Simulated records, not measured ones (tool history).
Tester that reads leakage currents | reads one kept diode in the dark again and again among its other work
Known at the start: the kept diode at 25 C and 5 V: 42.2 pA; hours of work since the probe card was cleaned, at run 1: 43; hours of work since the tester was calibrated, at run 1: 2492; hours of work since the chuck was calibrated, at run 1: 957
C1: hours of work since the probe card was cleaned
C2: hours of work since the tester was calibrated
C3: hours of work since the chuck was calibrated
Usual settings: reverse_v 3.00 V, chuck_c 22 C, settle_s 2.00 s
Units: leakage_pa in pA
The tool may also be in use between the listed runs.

run 1 hour=0.0 | reverse_v=3.00 chuck_c=22 settle_s=2.00 | C1=43 C2=2492 C3=957 | leakage_pa=26.14
run 2 hour=63.5 | reverse_v=3.00 chuck_c=22 settle_s=2.00 | C1=82 C2=2531 C3=996 | leakage_pa=26.33
run 3 hour=127.9 | reverse_v=3.00 chuck_c=22 settle_s=2.00 | C1=122 C2=2571 C3=1036 | leakage_pa=26.25
run 4 hour=188.6 | reverse_v=3.00 chuck_c=23 settle_s=2.00 | C1=159 C2=2608 C3=1073 | leakage_pa=28.37
run 5 hour=316.8 | reverse_v=3.00 chuck_c=23 settle_s=2.00 | C1=238 C2=2687 C3=1152 | leakage_pa=28.84
run 6 hour=435.8 | reverse_v=3.00 chuck_c=41 settle_s=2.00 | C1=312 C2=2760 C3=1225 | leakage_pa=105.96
-- hour=492.6 chuck's temperature calibrated
run 7 hour=542.8 | reverse_v=3.00 chuck_c=41 settle_s=2.00 | C1=376 C2=2825 C3=31 | leakage_pa=100.69
run 8 hour=682.7 | reverse_v=3.00 chuck_c=41 settle_s=2.00 | C1=463 C2=2911 C3=117 | leakage_pa=102.02
run 9 hour=822.5 | reverse_v=3.00 chuck_c=41 settle_s=2.00 | C1=549 C2=2997 C3=203 | leakage_pa=101.97
run 10 hour=904.2 | reverse_v=2.21 chuck_c=22 settle_s=2.00 | C1=599 C2=3048 C3=254 | leakage_pa=21.82
run 11 hour=1028.4 | reverse_v=2.21 chuck_c=22 settle_s=2.00 | C1=675 C2=3124 C3=330 | leakage_pa=21.83
run 12 hour=1161.4 | reverse_v=2.21 chuck_c=22 settle_s=2.00 | C1=757 C2=3206 C3=412 | leakage_pa=22.18
run 13 hour=1249.3 | reverse_v=3.00 chuck_c=26 settle_s=2.00 | C1=812 C2=3260 C3=466 | leakage_pa=35.76
run 14 hour=1387.9 | reverse_v=3.00 chuck_c=26 settle_s=2.00 | C1=897 C2=3346 C3=551 | leakage_pa=35.73
run 15 hour=1502.8 | reverse_v=1.16 chuck_c=22 settle_s=2.00 | C1=968 C2=3416 C3=622 | leakage_pa=15.49
-- hour=1517.6 tester calibrated
run 16 hour=1624.8 | reverse_v=1.16 chuck_c=22 settle_s=2.00 | C1=1042 C2=66 C3=696 | leakage_pa=15.57
run 17 hour=1740.9 | reverse_v=1.16 chuck_c=22 settle_s=2.00 | C1=1113 C2=138 C3=768 | leakage_pa=15.58
-- hour=1790.3 tester calibrated, once more
run 18 hour=1821.2 | reverse_v=3.00 chuck_c=22 settle_s=8.06 | C1=1161 C2=19 C3=816 | leakage_pa=28.27
run 19 hour=1940.5 | reverse_v=3.00 chuck_c=22 settle_s=8.06 | C1=1235 C2=92 C3=889 | leakage_pa=28.40
run 20 hour=2048.3 | reverse_v=3.00 chuck_c=22 settle_s=8.06 | C1=1301 C2=159 C3=956 | leakage_pa=28.44
run 21 hour=2165.6 | reverse_v=3.00 chuck_c=22 settle_s=8.06 | C1=1373 C2=231 C3=1028 | leakage_pa=28.67
run 22 hour=2235.7 | reverse_v=3.00 chuck_c=22 settle_s=8.06 | C1=1417 C2=274 C3=1071 | leakage_pa=28.88
run 23 hour=2297.2 | reverse_v=3.61 chuck_c=33 settle_s=2.00 | C1=1455 C2=312 C3=1109 | leakage_pa=70.27
run 24 hour=2410.8 | reverse_v=3.00 chuck_c=27 settle_s=0.31 | C1=1524 C2=382 C3=1179 | leakage_pa=42.06
-- hour=2546.7 chuck's temperature calibrated
run 25 hour=2557.9 | reverse_v=1.86 chuck_c=21 settle_s=1.49 | C1=1614 C2=472 C3=7 | leakage_pa=19.21
run 26 hour=2649.3 | reverse_v=2.29 chuck_c=33 settle_s=0.71 | C1=1670 C2=528 C3=63 | leakage_pa=51.18
run 27 hour=2778.4 | reverse_v=5.94 chuck_c=22 settle_s=2.00 | C1=1750 C2=607 C3=143 | leakage_pa=42.88
run 28 hour=2899.6 | reverse_v=3.00 chuck_c=22 settle_s=1.51 | C1=1824 C2=682 C3=217 | leakage_pa=28.33
run 29 hour=3005.1 | reverse_v=3.00 chuck_c=50 settle_s=2.00 | C1=1889 C2=747 C3=282 | leakage_pa=188.51
run 30 hour=3101.7 | reverse_v=8.30 chuck_c=25 settle_s=1.32 | C1=1949 C2=807 C3=342 | leakage_pa=65.44
run 31 hour=3200.5 | reverse_v=4.23 chuck_c=22 settle_s=3.54 | C1=2010 C2=867 C3=403 | leakage_pa=35.65
run 32 hour=3343.3 | reverse_v=17.79 chuck_c=47 settle_s=1.28 | C1=2098 C2=955 C3=491 | leakage_pa=438.17
run 33 hour=3484.2 | reverse_v=17.79 chuck_c=49 settle_s=2.67 | C1=2184 C2=1042 C3=577 | leakage_pa=501.49
run 34 hour=3557.5 | reverse_v=11.78 chuck_c=28 settle_s=8.45 | C1=2230 C2=1087 C3=623 | leakage_pa=102.12
run 35 hour=3691.3 | reverse_v=1.74 chuck_c=50 settle_s=4.58 | C1=2312 C2=1170 C3=705 | leakage_pa=140.90
run 36 hour=3811.0 | reverse_v=3.00 chuck_c=22 settle_s=4.86 | C1=2386 C2=1243 C3=779 | leakage_pa=29.72
run 37 hour=3928.1 | reverse_v=1.23 chuck_c=21 settle_s=1.21 | C1=2458 C2=1316 C3=851 | leakage_pa=16.16
run 38 hour=4054.8 | reverse_v=2.46 chuck_c=22 settle_s=1.04 | C1=2536 C2=1394 C3=929 | leakage_pa=26.48
run 39 hour=4147.9 | reverse_v=2.46 chuck_c=22 settle_s=1.04 | C1=2593 C2=1451 C3=986 | leakage_pa=26.77
run 40 hour=4243.4 | reverse_v=2.46 chuck_c=22 settle_s=1.04 | C1=2652 C2=1510 C3=1045 | leakage_pa=26.96

Forecast each of these 4 alternatives for the next run:
run A hour=4353.3 | reverse_v=2.25 chuck_c=22 settle_s=3.71 | C1=2720 C2=1577 C3=1113 | leakage_pa=?
run B hour=4353.3 | reverse_v=1.78 chuck_c=22 settle_s=1.04 | C1=2720 C2=1577 C3=1113 | leakage_pa=?
run C hour=4353.3 | reverse_v=6.33 chuck_c=36 settle_s=3.68 | C1=2720 C2=1577 C3=1113 | leakage_pa=?
run D hour=4353.3 | reverse_v=5.02 chuck_c=22 settle_s=4.27 | C1=2720 C2=1577 C3=1113 | leakage_pa=?

run=A leakage_pa=25.56
run=B leakage_pa=22.00
run=C leakage_pa=121.70
run=D leakage_pa=41.98
Without the tool's hidden state the same runs would have given:
run=A leakage_pa=21.47
run=B leakage_pa=18.72
run=C leakage_pa=108.88
run=D leakage_pa=33.45
